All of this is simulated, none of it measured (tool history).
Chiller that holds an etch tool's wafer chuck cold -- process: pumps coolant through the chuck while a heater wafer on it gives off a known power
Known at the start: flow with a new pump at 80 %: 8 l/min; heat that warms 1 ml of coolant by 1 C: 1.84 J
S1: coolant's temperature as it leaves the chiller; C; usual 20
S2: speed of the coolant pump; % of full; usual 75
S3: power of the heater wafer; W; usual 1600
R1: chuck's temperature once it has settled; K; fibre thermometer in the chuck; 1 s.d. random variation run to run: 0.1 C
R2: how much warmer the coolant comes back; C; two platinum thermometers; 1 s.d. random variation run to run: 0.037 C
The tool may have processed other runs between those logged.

Run 1, hour 0: usual settings. Result: R1 310.55 K, R2 6.97 C.
Run 2, hour 140.5: usual settings. Result: R1 310.65 K, R2 7.04 C.
Run 3, hour 284.8: usual settings. Result: R1 310.65 K, R2 7.01 C.
Run 4, hour 412.4: usual settings. Result: R1 310.45 K, R2 7 C.
Run 5, hour 628.2: usual settings. Result: R1 310.65 K, R2 6.93 C.
Run 6, hour 740: usual settings but S2 93 % of full. Result: R1 308.55 K, R2 5.5 C.
Run 7, hour 947.3: usual settings but S2 93 % of full. Result: R1 308.65 K, R2 5.48 C.
Run 8, hour 1115.8: usual settings. Result: R1 310.55 K, R2 6.85 C.
Run 9, hour 1307.8: usual settings but S1 22 C. Result: R1 312.65 K, R2 6.87 C.
Run 10, hour 1431.1: usual settings but S1 22 C. Result: R1 312.55 K, R2 6.93 C.
Run 11, hour 1526.4: usual settings but S1 22 C. Result: R1 312.75 K, R2 6.83 C.
Run 12, hour 1659.3: usual settings but S1 22 C. Result: R1 312.75 K, R2 6.78 C.
Run 13, hour 1864.6: usual settings but S1 22 C. Result: R1 312.65 K, R2 6.79 C.
Run 14, hour 2062.8: usual settings but S1 27 C. Result: R1 317.55 K, R2 6.84 C.
Run 15, hour 2196.1: usual settings but S1 27 C. Result: R1 317.55 K, R2 6.78 C.
At hour 2251.6: gauge calibrated.
Run 16, hour 2307.4: usual settings but S1 27 C, S3 1213 W. Result: R1 313.35 K, R2 5.36 C.
Run 17, hour 2502.8: usual settings but S3 1135 W. Result: R1 305.55 K, R2 4.98 C.
Run 18, hour 2677.8: usual settings but S1 27 C, S2 65 % of full, S3 1712 W. Result: R1 320.55 K, R2 8.61 C.
At hour 2742.3: chiller's thermometer calibrated.
At hour 2827.6: coolant pump overhauled.
Run 19, hour 2885.8: usual settings but S1 27 C, S2 65 % of full, S3 1712 W. Result: R1 320.55 K, R2 8.64 C.
Run 20, hour 3089.4: usual settings but S1 11 C, S2 67 % of full, S3 1712 W. Result: R1 304.15 K, R2 8.41 C.
Run 21, hour 3250.4: usual settings but S1 11 C, S2 81 % of full, S3 1055 W. Result: R1 295.05 K, R2 4.16 C.
Run 22, hour 3353.3: usual settings but S1 16 C, S2 94 % of full, S3 1407 W. Result: R1 302.55 K, R2 4.74 C.
Run 23, hour 3444.9: usual settings but S1 16 C, S2 94 % of full, S3 1407 W. Result: R1 302.65 K, R2 4.74 C.
Run 24, hour 3603.5: usual settings but S1 16 C, S2 94 % of full, S3 1407 W. Result: R1 302.55 K, R2 4.77 C.
Run 25, hour 3734.3: usual settings but S1 25 C. Result: R1 315.55 K, R2 6.83 C.
Run 26, hour 3953.4: usual settings but S3 1137 W. Result: R1 305.55 K, R2 4.79 C.
Run 27, hour 4116.5: usual settings but S2 66 % of full, S3 2102 W. Result: R1 317.95 K, R2 10.36 C.
Run 28, hour 4316.4: usual settings but S2 66 % of full, S3 1005 W. Result: R1 304.95 K, R2 4.87 C.
Run 29, hour 4416.5: usual settings but S1 25 C, S2 66 % of full, S3 1005 W. Result: R1 309.85 K, R2 4.8 C.
Run 30, hour 4529.1: usual settings but S1 19 C, S2 66 % of full, S3 1239 W. Result: R1 306.85 K, R2 5.97 C.
Run 31, hour 4669.6: usual settings but S1 17 C, S2 91 % of full, S3 1167 W. Result: R1 301.45 K, R2 3.92 C.
At hour 4736.2: gauge calibrated.
Run 32, hour 4800.3: usual settings but S1 17 C, S2 91 % of full, S3 1167 W. Result: R1 301.45 K, R2 4.15 C.
Run 33, hour 5001.7: usual settings but S1 17 C, S2 91 % of full, S3 1167 W. Result: R1 301.55 K, R2 4.09 C.

Below are 3 alternative next runs, each starting from the tool's condition after run 33. Predict each:
Run A, hour 5114.2: usual settings but S1 17 C, S2 62 % of full, S3 1167 W. Result: R1 ?, R2 ?.
Run B, hour 5114.2: usual settings but S1 21 C, S2 91 % of full, S3 1043 W. Result: R1 ?, R2 ?.
Run C, hour 5114.2: usual settings but S2 72 % of full, S3 1156 W. Result: R1 ?, R2 ?.

run      R1    R2
  A  304.65  6.22
  B  304.35  3.65
  C  305.95  5.26
The same runs, with their run-to-run variation unchanged, on a tool lacking any hidden condition would have given:
run      R1    R2
  A  304.65  6.26
  B  304.35  3.69
  C  305.95   5.3
